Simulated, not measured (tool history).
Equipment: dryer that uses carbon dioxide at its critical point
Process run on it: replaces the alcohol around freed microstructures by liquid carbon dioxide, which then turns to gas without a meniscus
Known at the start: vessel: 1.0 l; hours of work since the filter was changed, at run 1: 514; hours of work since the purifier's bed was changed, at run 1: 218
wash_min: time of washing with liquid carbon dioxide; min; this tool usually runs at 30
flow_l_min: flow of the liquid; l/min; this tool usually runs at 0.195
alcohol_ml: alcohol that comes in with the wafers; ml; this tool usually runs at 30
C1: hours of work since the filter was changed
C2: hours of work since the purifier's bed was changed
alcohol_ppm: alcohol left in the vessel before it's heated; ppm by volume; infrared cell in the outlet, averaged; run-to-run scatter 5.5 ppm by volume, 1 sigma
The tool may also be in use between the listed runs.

{"run": 1, "day": 0.0, "wash_min": 30, "flow_l_min": 0.195, "alcohol_ml": 30, "C1": 514, "C2": 218, "alcohol_ppm": 248}
{"run": 2, "day": 0.671, "wash_min": 30, "flow_l_min": 0.195, "alcohol_ml": 85, "C1": 520, "C2": 224, "alcohol_ppm": 662}
{"run": 3, "day": 1.038, "wash_min": 30, "flow_l_min": 0.195, "alcohol_ml": 85, "C1": 523, "C2": 227, "alcohol_ppm": 655}
{"run": 4, "day": 1.429, "wash_min": 30, "flow_l_min": 0.195, "alcohol_ml": 85, "C1": 526, "C2": 230, "alcohol_ppm": 664}
{"run": 5, "day": 1.746, "wash_min": 19, "flow_l_min": 0.195, "alcohol_ml": 30, "C1": 529, "C2": 232, "alcohol_ppm": 1418}
{"run": 6, "day": 2.379, "wash_min": 19, "flow_l_min": 0.281, "alcohol_ml": 30, "C1": 534, "C2": 237, "alcohol_ppm": 375}
{"run": 7, "day": 2.971, "wash_min": 19, "flow_l_min": 0.281, "alcohol_ml": 30, "C1": 538, "C2": 242, "alcohol_ppm": 361}
{"run": 8, "day": 3.304, "wash_min": 30, "flow_l_min": 0.172, "alcohol_ml": 30, "C1": 541, "C2": 245, "alcohol_ppm": 437}
{"run": 9, "day": 3.875, "wash_min": 30, "flow_l_min": 0.195, "alcohol_ml": 30, "C1": 546, "C2": 250, "alcohol_ppm": 258}
{"run": 10, "day": 4.521, "wash_min": 30, "flow_l_min": 0.195, "alcohol_ml": 30, "C1": 551, "C2": 255, "alcohol_ppm": 256}
{"run": 11, "day": 5.012, "wash_min": 30, "flow_l_min": 0.195, "alcohol_ml": 30, "C1": 555, "C2": 259, "alcohol_ppm": 247}
{"run": 12, "day": 5.529, "wash_min": 20, "flow_l_min": 0.247, "alcohol_ml": 48, "C1": 559, "C2": 263, "alcohol_ppm": 818}
{"run": 13, "day": 6.288, "wash_min": 38, "flow_l_min": 0.179, "alcohol_ml": 61, "C1": 565, "C2": 269, "alcohol_ppm": 243}
{"run": 14, "day": 7.017, "wash_min": 38, "flow_l_min": 0.179, "alcohol_ml": 61, "C1": 571, "C2": 275, "alcohol_ppm": 256}
{"day": 7.562, "done": "inlet filter changed"}
{"run": 15, "day": 7.633, "wash_min": 38, "flow_l_min": 0.179, "alcohol_ml": 61, "C1": 1, "C2": 280, "alcohol_ppm": 156}
{"run": 16, "day": 8.267, "wash_min": 32, "flow_l_min": 0.179, "alcohol_ml": 26, "C1": 6, "C2": 285, "alcohol_ppm": 165}
{"run": 17, "day": 8.883, "wash_min": 40, "flow_l_min": 0.221, "alcohol_ml": 26, "C1": 11, "C2": 290, "alcohol_ppm": 33}
{"run": 18, "day": 9.354, "wash_min": 28, "flow_l_min": 0.249, "alcohol_ml": 27, "C1": 14, "C2": 293, "alcohol_ppm": 81}
{"run": 19, "day": 10.046, "wash_min": 28, "flow_l_min": 0.249, "alcohol_ml": 27, "C1": 20, "C2": 299, "alcohol_ppm": 74}

Predict each of these 3 candidate next runs independently; none follows another, all start after run 19:
{"run": "A", "day": 10.512, "wash_min": 32, "flow_l_min": 0.201, "alcohol_ml": 26, "C1": 24, "C2": 303, "alcohol_ppm": "?"}
{"run": "B", "day": 10.512, "wash_min": 28, "flow_l_min": 0.202, "alcohol_ml": 37, "C1": 24, "C2": 303, "alcohol_ppm": "?"}
{"run": "C", "day": 10.512, "wash_min": 20, "flow_l_min": 0.322, "alcohol_ml": 62, "C1": 24, "C2": 303, "alcohol_ppm": "?"}

run=A alcohol_ppm=106
run=B alcohol_ppm=245
run=C alcohol_ppm=203
What these runs would have given with no unlogged condition in the tool:
run=A alcohol_ppm=78
run=B alcohol_ppm=211
run=C alcohol_ppm=171
